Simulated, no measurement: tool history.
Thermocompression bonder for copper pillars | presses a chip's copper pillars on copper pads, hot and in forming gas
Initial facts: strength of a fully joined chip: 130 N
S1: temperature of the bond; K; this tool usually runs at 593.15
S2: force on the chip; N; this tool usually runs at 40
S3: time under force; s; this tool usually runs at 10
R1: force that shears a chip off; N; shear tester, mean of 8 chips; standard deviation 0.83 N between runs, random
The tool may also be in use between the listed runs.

run	hour	S1	S2	S3	R1
1	0.0	593.15	40	10	78.6
2	6.8	593.15	40	10	78.7
3	15.2	593.15	28	10	64.2
4	24.8	593.15	28	10	65.8
5	35.4	593.15	28	10	64.8
6	46.8	593.15	28	10	64.2
7	54.2	606.15	28	10	76.6
8	66.2	596.15	40	10	81.0
9	74.4	593.15	40	10	78.5
10	83.9	593.15	40	10	77.1
11	97.5	593.15	40	10	78.0
12	109.4	593.15	40	10	78.7
13	118.0	593.15	40	10	77.9
14	129.7	593.15	30	6	57.7
15	138.7	593.15	30	6	56.7

What will run 16 give?
16	149.1	593.15	43	6	?

Run 16 measured R1 65.8 N.
With the hidden condition absent and the run-to-run variation left alone, this run would have shown R1 64.0 N.
